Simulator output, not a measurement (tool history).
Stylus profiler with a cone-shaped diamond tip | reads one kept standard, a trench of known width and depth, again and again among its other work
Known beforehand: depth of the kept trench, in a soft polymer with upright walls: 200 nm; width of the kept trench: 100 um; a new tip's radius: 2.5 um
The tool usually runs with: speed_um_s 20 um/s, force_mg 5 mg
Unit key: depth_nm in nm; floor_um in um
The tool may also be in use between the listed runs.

run	hour	speed_um_s	force_mg	depth_nm	floor_um
1	0	20	5	204.63	97.97
2	11.3	20	5	204.64	97.98
3	27.7	20	5	204.55	97.95
4	41.3	20	1.69	202.36	97.9
5	57.1	20	1.94	202.46	97.89
6	72.7	20	5	204.68	97.93
7	80.4	20	5	204.69	97.93
8	90.6	20	5	204.63	97.99
9	104.7	20	5	204.72	97.98
10	113.5	20	5	204.62	97.86
11	124.7	20	5	204.6	97.93
12	140.5	20	5	204.7	97.97
13	153.5	20	5	204.73	97.92
14	162.1	19	5	204.61	97.94
15	175.9	34	5	204.72	97.9
16	192.1	34	5	204.68	97.95
17	207.7	34	5	204.76	97.86
18	215.3	34	5	204.66	97.92
19	224.7	34	5	204.82	97.91
20	237.4	20	13.89	209.02	97.95
21	247.9	9	5	204.72	97.95
22	261.4	20	5	204.73	97.92
23	276.5	20	5	204.69	97.95
24	289.4	20	9.96	207.32	97.98
25	302.9	7	5	204.81	97.92
26	314.8	7	5	204.7	97.94
# hour 316.8: height scale calibrated on a step standard
27	326.6	7	5	204.68	97.95
28	339.5	10	6.1	205.43	97.94
29	347.8	10	6.1	205.53	97.95
30	362.7	11	5.4	205.13	97.95
31	378	33	2.74	203.46	97.84
32	387.1	33	2.74	203.28	97.9
33	395.3	33	2.74	203.34	97.81
# hour 407.7: height scale calibrated on a step standard, once more
34	408.3	33	2.74	202.97	97.89
35	417.6	20	3.64	203.68	97.88
36	430.5	20	3.02	203.14	97.9
37	439	20	3.02	203.17	97.88
38	455	29	3.02	203.16	97.84
39	468.9	29	3.02	203.28	97.82
40	481.2	12	4.8	204.35	97.9
41	497.6	20	6.72	205.5	97.88
42	511.9	39	9.5	206.83	97.81
43	521.3	39	5.47	204.72	97.81
44	529.9	64	1.67	202.16	97.68
45	538.1	10	1.89	202.36	97.88
46	544.8	12	2.99	203.21	97.88
47	556.1	16	4.8	204.37	97.85

Pick out some run-to-run changes in depth_nm. Of each, how much would a tool without hidden state show as well, from the settings, what came in and chance, and how much is left for the hidden state and any gauge scatter not in both results compared?
Hidden state at play: radius of the tip, um; height scale over the true one, %; drift of the gauge itself on depth_nm, %; drift of the gauge itself on floor_um, %.
Run 19 -> 20: speed_um_s 34 -> 20, force_mg 5 -> 13.89. depth_nm +4.2 nm: hidden state +0, all else +4.2.
Run 20 -> 21: speed_um_s 20 -> 9, force_mg 13.89 -> 5. depth_nm -4.3 nm: hidden state +0.01, all else -4.31.
Run 23 -> 24: force_mg 5 -> 9.96. depth_nm +2.63 nm: hidden state +0.02, all else +2.61.
Run 26 -> 27: height scale calibrated on a step standard. depth_nm -0.02 nm: hidden state +0.08, all else -0.1.
Run 33 -> 34: height scale calibrated on a step standard, once more. depth_nm -0.37 nm: hidden state -0.39, all else +0.02.

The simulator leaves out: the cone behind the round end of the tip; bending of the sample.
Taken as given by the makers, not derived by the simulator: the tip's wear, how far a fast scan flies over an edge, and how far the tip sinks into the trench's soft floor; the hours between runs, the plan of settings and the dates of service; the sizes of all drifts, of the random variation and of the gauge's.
